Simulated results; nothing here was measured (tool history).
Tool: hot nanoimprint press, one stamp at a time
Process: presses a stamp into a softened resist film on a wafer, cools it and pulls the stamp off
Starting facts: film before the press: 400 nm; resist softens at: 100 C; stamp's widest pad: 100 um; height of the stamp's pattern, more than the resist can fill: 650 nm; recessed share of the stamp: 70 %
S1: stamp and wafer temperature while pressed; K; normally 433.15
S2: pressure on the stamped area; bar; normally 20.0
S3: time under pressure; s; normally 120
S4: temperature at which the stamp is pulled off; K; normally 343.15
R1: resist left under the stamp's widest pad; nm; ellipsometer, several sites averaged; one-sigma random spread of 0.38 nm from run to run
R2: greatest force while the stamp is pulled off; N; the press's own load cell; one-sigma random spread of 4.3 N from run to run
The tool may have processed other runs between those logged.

{"run": 1, "hour": 0.0, "S1": 433.15, "S2": 20.0, "S3": 120, "S4": 343.15, "R1": 141.5, "R2": 230}
{"run": 2, "hour": 10.2, "S1": 433.15, "S2": 20.0, "S3": 120, "S4": 343.15, "R1": 142.4, "R2": 226}
{"run": 3, "hour": 24.5, "S1": 433.15, "S2": 20.0, "S3": 120, "S4": 343.15, "R1": 142.3, "R2": 227}
{"run": 4, "hour": 35.3, "S1": 433.15, "S2": 20.0, "S3": 120, "S4": 343.15, "R1": 142.6, "R2": 237}
{"run": 5, "hour": 42.9, "S1": 433.15, "S2": 20.0, "S3": 91, "S4": 343.15, "R1": 159.8, "R2": 231}
{"run": 6, "hour": 53.6, "S1": 433.15, "S2": 20.0, "S3": 120, "S4": 343.15, "R1": 143.4, "R2": 231}
{"run": 7, "hour": 60.2, "S1": 433.15, "S2": 20.0, "S3": 120, "S4": 343.15, "R1": 143.2, "R2": 234}
{"hour": 76.1, "done": "plate thermocouple calibrated"}
{"run": 8, "hour": 76.1, "S1": 433.15, "S2": 20.0, "S3": 120, "S4": 343.15, "R1": 144.8, "R2": 236}
{"run": 9, "hour": 86.8, "S1": 433.15, "S2": 20.0, "S3": 120, "S4": 343.15, "R1": 144.7, "R2": 237}
{"run": 10, "hour": 97.0, "S1": 433.15, "S2": 20.0, "S3": 120, "S4": 343.15, "R1": 144.2, "R2": 237}
{"hour": 104.0, "done": "stamp cleaned and given a new release coat"}
{"run": 11, "hour": 118.5, "S1": 433.15, "S2": 20.0, "S3": 212, "S4": 343.15, "R1": 113.6, "R2": 224}
{"run": 12, "hour": 126.3, "S1": 433.15, "S2": 20.0, "S3": 212, "S4": 343.15, "R1": 114.2, "R2": 230}
{"run": 13, "hour": 137.8, "S1": 433.15, "S2": 20.0, "S3": 212, "S4": 343.15, "R1": 114.1, "R2": 229}
{"hour": 148.5, "done": "gauge calibrated"}
{"run": 14, "hour": 152.4, "S1": 422.15, "S2": 20.0, "S3": 212, "S4": 343.15, "R1": 174.2, "R2": 228}
{"run": 15, "hour": 165.8, "S1": 422.15, "S2": 20.0, "S3": 212, "S4": 343.15, "R1": 174.0, "R2": 229}
{"run": 16, "hour": 177.7, "S1": 422.15, "S2": 15.5, "S3": 141, "S4": 338.15, "R1": 225.4, "R2": 244}
{"run": 17, "hour": 187.2, "S1": 422.15, "S2": 15.5, "S3": 163, "S4": 338.15, "R1": 214.9, "R2": 243}
{"run": 18, "hour": 197.5, "S1": 439.15, "S2": 20.0, "S3": 131, "S4": 336.15, "R1": 111.1, "R2": 255}
{"run": 19, "hour": 207.0, "S1": 439.15, "S2": 20.0, "S3": 131, "S4": 336.15, "R1": 111.0, "R2": 255}
{"run": 20, "hour": 215.2, "S1": 439.15, "S2": 20.0, "S3": 131, "S4": 336.15, "R1": 110.7, "R2": 260}
{"run": 21, "hour": 224.9, "S1": 431.15, "S2": 20.0, "S3": 130, "S4": 343.15, "R1": 150.4, "R2": 229}
{"run": 22, "hour": 232.0, "S1": 433.15, "S2": 20.0, "S3": 180, "S4": 342.15, "R1": 121.4, "R2": 232}
{"run": 23, "hour": 239.0, "S1": 433.15, "S2": 20.0, "S3": 135, "S4": 341.15, "R1": 137.3, "R2": 240}
{"run": 24, "hour": 245.3, "S1": 433.15, "S2": 20.0, "S3": 135, "S4": 341.15, "R1": 137.2, "R2": 238}
{"run": 25, "hour": 259.8, "S1": 432.15, "S2": 28.5, "S3": 95, "S4": 343.15, "R1": 140.0, "R2": 225}
{"run": 26, "hour": 267.4, "S1": 444.15, "S2": 20.0, "S3": 116, "S4": 343.15, "R1": 99.1, "R2": 228}
{"run": 27, "hour": 276.7, "S1": 443.15, "S2": 20.0, "S3": 135, "S4": 342.15, "R1": 96.1, "R2": 235}
{"hour": 293.1, "done": "stamp cleaned and given a new release coat"}
{"run": 28, "hour": 294.4, "S1": 443.15, "S2": 20.0, "S3": 135, "S4": 350.15, "R1": 96.4, "R2": 205}
{"run": 29, "hour": 306.6, "S1": 428.15, "S2": 20.0, "S3": 103, "S4": 338.15, "R1": 186.0, "R2": 239}

Each row is a separate what-if for the run after 29, all from the same tool condition, not one after another. Results?
{"run": "A", "hour": 315.3, "S1": 433.15, "S2": 20.0, "S3": 108, "S4": 343.15, "R1": "?", "R2": "?"}
{"run": "B", "hour": 315.3, "S1": 428.15, "S2": 20.6, "S3": 103, "S4": 338.15, "R1": "?", "R2": "?"}
{"run": "C", "hour": 315.3, "S1": 428.15, "S2": 20.0, "S3": 95, "S4": 338.15, "R1": "?", "R2": "?"}
{"run": "D", "hour": 315.3, "S1": 431.15, "S2": 12.4, "S3": 103, "S4": 338.15, "R1": "?", "R2": "?"}

run=A R1=152.7 R2=237
run=B R1=184.5 R2=244
run=C R1=192.6 R2=243
run=D R1=205.7 R2=242
Without the tool's hidden state the same runs would have given:
run=A R1=148.6 R2=237
run=B R1=179.6 R2=244
run=C R1=187.5 R2=243
run=D R1=200.3 R2=242

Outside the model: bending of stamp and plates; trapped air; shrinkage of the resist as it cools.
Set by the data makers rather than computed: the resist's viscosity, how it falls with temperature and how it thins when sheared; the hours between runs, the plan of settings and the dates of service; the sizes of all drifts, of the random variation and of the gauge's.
